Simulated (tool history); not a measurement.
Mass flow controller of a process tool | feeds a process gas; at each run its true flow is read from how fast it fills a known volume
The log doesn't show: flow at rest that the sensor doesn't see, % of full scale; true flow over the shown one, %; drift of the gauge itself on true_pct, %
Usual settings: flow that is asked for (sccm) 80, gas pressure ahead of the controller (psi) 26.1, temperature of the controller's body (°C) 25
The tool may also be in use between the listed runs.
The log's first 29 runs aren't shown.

run      day  flow that is asked for (sccm)  gas pressure ahead of the controller (psi)  temperature of the controller's body (°C)  hours of work since the controller was set to zero  hours of work since the controller was changed  true flow (%)
 30  304.075                             24                                        26.1                                         25                                                5108                                           10616          98.98
 31  317.929                             21                                        38.1                                         26                                                5341                                           10849          99.62
     324.771  -- controller's zero set anew
 32  330.029                             68                                        34.1                                         30                                                  88                                           11052          99.59
 33  337.267                             80                                        39.2                                         23                                                 210                                           11173         100.47
 34  343.479                             80                                        33.2                                         33                                                 314                                           11277          99.34
 35  351.854                             76                                        23.2                                         34                                                 455                                           11418          98.95
 36  365.292                             76                                        37.0                                         27                                                 681                                           11644         100.10
 37  378.283                             76                                        37.0                                         27                                                 899                                           11862         100.33
     391.242  -- gauge calibrated
 38  391.242                             58                                        30.7                                         25                                                1117                                           12080          99.14
 39  397.292                             29                                        30.6                                         32                                                1218                                           12182          98.20
 40  403.679                            101                                        28.3                                         34                                                1326                                           12289          98.50
 41  411.129                            144                                        28.3                                         33                                                1451                                           12414          99.03
 42  421.738                            144                                        28.3                                         33                                                1629                                           12592          99.14
 43  430.821                            144                                        28.3                                         33                                                1782                                           12745          99.29
 44  437.683                             80                                        28.6                                         38                                                1897                                           12860          98.25
 45  450.450                             60                                        26.1                                         33                                                2111                                           13075          98.75
 46  459.946                             55                                        39.5                                         29                                                2271                                           13234          99.55
 47  470.492                             55                                        39.5                                         29                                                2448                                           13411          99.67
 48  482.996                             55                                        39.5                                         21                                                2658                                           13621         100.59
 49  491.400                             60                                        26.1                                         25                                                2799                                           13763          99.95

Forecast each of these 3 alternatives for the next run:
  A  503.029                            150                                        27.1                                         25                                                2995                                           13958              ?
  B  503.029                             60                                        26.1                                         33                                                2995                                           13958              ?
  C  503.029                            168                                        20.6                                         31                                                2995                                           13958              ?

run  true flow (%)
  A         100.70
  B          99.12
  C          99.89
Without the tool's hidden state the same runs would have given:
run  true flow (%)
  A          99.69
  B          98.13
  C          98.89

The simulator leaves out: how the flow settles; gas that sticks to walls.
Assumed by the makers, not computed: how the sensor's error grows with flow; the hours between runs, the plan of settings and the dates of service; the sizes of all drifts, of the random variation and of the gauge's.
